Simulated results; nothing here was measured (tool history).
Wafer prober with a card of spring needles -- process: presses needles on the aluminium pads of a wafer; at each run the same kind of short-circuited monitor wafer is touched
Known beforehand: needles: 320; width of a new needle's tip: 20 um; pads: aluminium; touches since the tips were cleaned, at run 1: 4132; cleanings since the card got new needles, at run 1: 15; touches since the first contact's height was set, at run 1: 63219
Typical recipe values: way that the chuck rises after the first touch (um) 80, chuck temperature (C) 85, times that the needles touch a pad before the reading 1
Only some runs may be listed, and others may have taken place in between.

run   hour  way that the chuck rises after the first touch (um)  chuck temperature (C)  times that the needles touch a pad before the reading  touches since the tips were cleaned  cleanings since the card got new needles  touches since the first contact's height was set  resistance of one needle with its contact and lead (mohm)  way that a needle slides on the pad (um)
  1      0                                                   80                     85                                                      1                                 4132                                        15                                             63219                                                        278                                    16.496
         7  -- height of the first contact set anew
  2    7.9                                                   80                     25                                                      1                                 6714                                        15                                               323                                                        273                                    16.454
      11.1  -- tips cleaned on abrasive film
  3   21.7                                                   87                     85                                                      1                                 3605                                        16                                              4950                                                        262                                    17.885
      33.6  -- tips cleaned on abrasive film
  4   38.2                                                   87                     85                                                      1                                 1546                                        17                                             10493                                                        247                                    17.868
  5   46.8                                                   80                     85                                                      1                                 4453                                        17                                             13400                                                        269                                     16.42
      56.2  -- tips cleaned on abrasive film
  6   59.4                                                   80                     85                                                      1                                 1086                                        18                                             17645                                                        246                                    16.398
  7   72.3                                                   80                     85                                                      1                                 5444                                        18                                             22003                                                        280                                    16.397
      78.7  -- tips cleaned on abrasive film
  8     87                                                   80                     85                                                      1                                 2823                                        19                                             26949                                                        265                                    16.379
      95.9  -- height of the first contact set anew, once more
     101.3  -- tips cleaned on abrasive film
  9  103.8                                                   78                     85                                                      1                                  845                                        20                                              2641                                                        248                                    16.167
 10  117.5                                                   78                     85                                                      1                                 5468                                        20                                              7264                                                        279                                    16.169
     123.8  -- tips cleaned on abrasive film
 11  131.3                                                   78                     85                                                      1                                 2556                                        21                                             11921                                                        260                                    16.153
 12  145.2                                                   80                     85                                                      3                                 7256                                        21                                             16621                                                        252                                    16.575
     146.2  -- tips cleaned on abrasive film
 13  158.1                                                   80                     61                                                      1                                 4009                                        22                                             20934                                                        267                                    16.547
 14    165                                                   80                     61                                                      1                                 6365                                        22                                             23290                                                        280                                    16.571
     168.2  -- tips cleaned on abrasive film
 15  176.5                                                   80                     34                                                      2                                 2808                                        23                                             27121                                                        242                                    16.545
 16  189.6                                                   80                     34                                                      2                                 7246                                        23                                             31559                                                        252                                    16.549
     191.1  -- tips cleaned on abrasive film
 17  206.5                                                   65                     57                                                      1                                 5218                                        24                                             37252                                                        298                                    13.388
     214.1  -- tips cleaned on abrasive film
 18  221.3                                                   81                     81                                                      1                                 2459                                        25                                             42237                                                        257                                    16.731
 19  231.2                                                   68                     85                                                      3                                 5801                                        25                                             45579                                                        252                                    14.026
       237  -- tips cleaned on abrasive film
 20  245.7                                                   68                     85                                                      3                                 2941                                        26                                             50433                                                        252                                    14.014
 21  256.9                                                   68                     85                                                      3                                 6746                                        26                                             54238                                                        259                                     14.01
     259.4  -- tips cleaned on abrasive film
 22  273.4                                                   68                     85                                                      3                                 4741                                        27                                             59772                                                        258                                    13.996
 23  280.2                                                   66                     33                                                      1                                 7048                                        27                                             62079                                                        308                                     13.58
     281.9  -- tips cleaned on abrasive film
     290.6  -- height of the first contact set anew
 24  295.3                                                   74                     36                                                      1                                 4447                                        28                                              1608                                                        278                                    15.343
     304.8  -- tips cleaned on abrasive film
 25  305.2                                                   78                     44                                                      2                                  136                                        29                                              4922                                                        222                                    16.171

What will run 26 give?
 26  316.4                                                   85                     79                                                      1                                 3906                                        29                                              8692                                                          ?                                         ?

Logged for run 26: resistance of one needle with its contact and lead (mohm) 265, way that a needle slides on the pad (um) 17.634.
With no hidden state in the tool, this same run would have given resistance of one needle with its contact and lead (mohm) 223, way that a needle slides on the pad (um) 17.646.
